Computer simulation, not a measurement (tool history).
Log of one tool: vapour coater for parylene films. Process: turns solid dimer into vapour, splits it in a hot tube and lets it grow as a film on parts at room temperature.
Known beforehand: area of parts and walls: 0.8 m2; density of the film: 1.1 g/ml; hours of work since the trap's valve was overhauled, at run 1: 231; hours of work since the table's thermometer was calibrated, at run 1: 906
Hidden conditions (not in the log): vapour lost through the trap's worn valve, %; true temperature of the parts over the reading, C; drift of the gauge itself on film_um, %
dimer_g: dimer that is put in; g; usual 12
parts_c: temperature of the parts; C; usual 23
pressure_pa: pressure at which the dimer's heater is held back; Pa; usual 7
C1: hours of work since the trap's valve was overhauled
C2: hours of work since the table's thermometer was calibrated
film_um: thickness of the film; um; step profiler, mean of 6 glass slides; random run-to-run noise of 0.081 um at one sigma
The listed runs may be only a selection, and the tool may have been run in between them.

Run 1, hour 0: usual settings; C1 231; C2 906. Result: film_um 10 um.
Run 2, hour 45.6: usual settings but pressure_pa 7.43 Pa; C1 250; C2 925. Result: film_um 9.73 um.
Run 3, hour 85: usual settings but pressure_pa 7.43 Pa; C1 266; C2 941. Result: film_um 9.72 um.
Run 4, hour 117.8: usual settings but pressure_pa 7.43 Pa; C1 279; C2 954. Result: film_um 9.81 um.
Run 5, hour 169.9: usual settings; C1 300; C2 976. Result: film_um 9.71 um.
Run 6, hour 211: usual settings; C1 317; C2 992. Result: film_um 9.77 um.
Run 7, hour 266.5: usual settings but dimer_g 8 g; C1 340; C2 1015. Result: film_um 6.49 um.
Run 8, hour 321.7: usual settings but dimer_g 6 g; C1 362; C2 1038. Result: film_um 4.93 um.
Run 9, hour 363.4: usual settings; C1 379; C2 1055. Result: film_um 9.65 um.
Run 10, hour 400.4: usual settings; C1 394; C2 1070. Result: film_um 9.99 um.
Run 11, hour 425.6: usual settings; C1 405; C2 1080. Result: film_um 9.83 um.
Run 12, hour 462.7: usual settings; C1 420; C2 1095. Result: film_um 9.9 um.
Run 13, hour 512.4: usual settings; C1 440; C2 1115. Result: film_um 9.86 um.
Run 14, hour 554: usual settings; C1 457; C2 1132. Result: film_um 9.92 um.
Run 15, hour 598.4: usual settings; C1 475; C2 1150. Result: film_um 9.77 um.
Run 16, hour 635.8: usual settings but dimer_g 6 g; C1 490; C2 1166. Result: film_um 5.01 um.
Run 17, hour 664.4: usual settings but dimer_g 6 g; C1 502; C2 1177. Result: film_um 4.89 um.
Run 18, hour 717.5: usual settings; C1 524; C2 1199. Result: film_um 9.75 um.
Run 19, hour 742.4: usual settings; C1 534; C2 1209. Result: film_um 9.82 um.
Run 20, hour 769.7: usual settings; C1 545; C2 1220. Result: film_um 9.75 um.
At hour 775.8: table's thermometer calibrated.
Run 21, hour 801.3: usual settings; C1 557; C2 10. Result: film_um 9.83 um.
Run 22, hour 835.9: usual settings but parts_c 25 C; C1 571; C2 24. Result: film_um 9.13 um.
Run 23, hour 888.3: usual settings but parts_c 25 C; C1 593; C2 46. Result: film_um 9.28 um.
Run 24, hour 912.4: usual settings but parts_c 25 C; C1 603; C2 56. Result: film_um 9.21 um.
Run 25, hour 943.6: usual settings but dimer_g 10 g, parts_c 29 C; C1 615; C2 68. Result: film_um 6.8 um.
At hour 978.5: trap's valve overhauled.
Run 26, hour 993.3: usual settings but pressure_pa 5.08 Pa; C1 6; C2 87. Result: film_um 10.56 um.
Run 27, hour 1034.2: usual settings but parts_c 35 C, pressure_pa 2.89 Pa; C1 23; C2 104. Result: film_um 8.33 um.
Run 28, hour 1058.3: usual settings but parts_c 35 C, pressure_pa 2.89 Pa; C1 33; C2 114. Result: film_um 8.48 um.
Run 29, hour 1093.2: usual settings but parts_c 22 C, pressure_pa 4.21 Pa; C1 47; C2 128. Result: film_um 11.45 um.
Run 30, hour 1125.4: usual settings but dimer_g 6 g, parts_c 18 C, pressure_pa 2.15 Pa; C1 60; C2 141. Result: film_um 6.69 um.
Run 31, hour 1153.4: usual settings but dimer_g 11 g, parts_c 31 C, pressure_pa 2.8 Pa; C1 71; C2 152. Result: film_um 8.75 um.
Run 32, hour 1196.1: usual settings but dimer_g 11 g, parts_c 31 C, pressure_pa 2.8 Pa; C1 89; C2 170. Result: film_um 8.81 um.
Run 33, hour 1236.3: usual settings but dimer_g 11 g, parts_c 31 C, pressure_pa 2.8 Pa; C1 105; C2 186. Result: film_um 8.85 um.
Run 34, hour 1262.6: usual settings but dimer_g 16 g, parts_c 25 C, pressure_pa 2.13 Pa; C1 116; C2 197. Result: film_um 16.43 um.
Run 35, hour 1317.1: usual settings but dimer_g 20 g, parts_c 31 C, pressure_pa 4.93 Pa; C1 138; C2 219. Result: film_um 13.97 um.
Run 36, hour 1348.4: usual settings but dimer_g 13 g, parts_c 18 C, pressure_pa 2.64 Pa; C1 151; C2 232. Result: film_um 14.57 um.
Run 37, hour 1371.9: usual settings but dimer_g 11 g, parts_c 18 C, pressure_pa 3.08 Pa; C1 160; C2 241. Result: film_um 12.14 um.
Run 38, hour 1412.6: usual settings but dimer_g 7 g, pressure_pa 7.74 Pa; C1 177; C2 258. Result: film_um 5.63 um.
Run 39, hour 1460.7: usual settings but dimer_g 7 g, pressure_pa 7.74 Pa; C1 197; C2 278. Result: film_um 5.56 um.
Run 40, hour 1512.9: usual settings but dimer_g 7 g, pressure_pa 7.74 Pa; C1 218; C2 299. Result: film_um 5.62 um.
Run 41, hour 1548.3: usual settings but dimer_g 15 g, parts_c 25 C, pressure_pa 7.74 Pa; C1 232; C2 313. Result: film_um 11.24 um.
Run 42, hour 1593.9: usual settings but pressure_pa 5.47 Pa; C1 251; C2 332. Result: film_um 10.41 um.
Run 43, hour 1630.7: usual settings but dimer_g 16 g, parts_c 24 C, pressure_pa 6.28 Pa; C1 266; C2 347. Result: film_um 12.91 um.
Run 44, hour 1668: usual settings but dimer_g 9 g, parts_c 25 C, pressure_pa 6.28 Pa; C1 281; C2 362. Result: film_um 7.08 um.
Run 45, hour 1706.7: usual settings but dimer_g 9 g, parts_c 25 C, pressure_pa 6.28 Pa; C1 297; C2 378. Result: film_um 7.03 um.
Run 46, hour 1736.9: usual settings but dimer_g 9 g, parts_c 25 C, pressure_pa 6.28 Pa; C1 309; C2 390. Result: film_um 7.07 um.

Predict each of these 5 candidate next runs independently; none follows another, all start after run 46:
Run A, hour 1770.9: usual settings but dimer_g 17 g, parts_c 25 C, pressure_pa 3.87 Pa; C1 323; C2 404. Result: film_um ?.
Run B, hour 1770.9: usual settings but dimer_g 18 g, parts_c 32 C, pressure_pa 2.06 Pa; C1 323; C2 404. Result: film_um ?.
Run C, hour 1770.9: usual settings but dimer_g 9 g, parts_c 18 C, pressure_pa 6.28 Pa; C1 323; C2 404. Result: film_um ?.
Run D, hour 1770.9: usual settings but parts_c 29 C; C1 323; C2 404. Result: film_um ?.
Run E, hour 1770.9: usual settings but pressure_pa 3.99 Pa; C1 323; C2 404. Result: film_um ?.

run  film_um
  A    14.86
  B    14.85
  C     8.72
  D     8.11
  E    11.05
With no hidden state in the tool, these same runs would have given:
run  film_um
  A     14.9
  B    14.89
  C     8.74
  D     8.13
  E    11.08
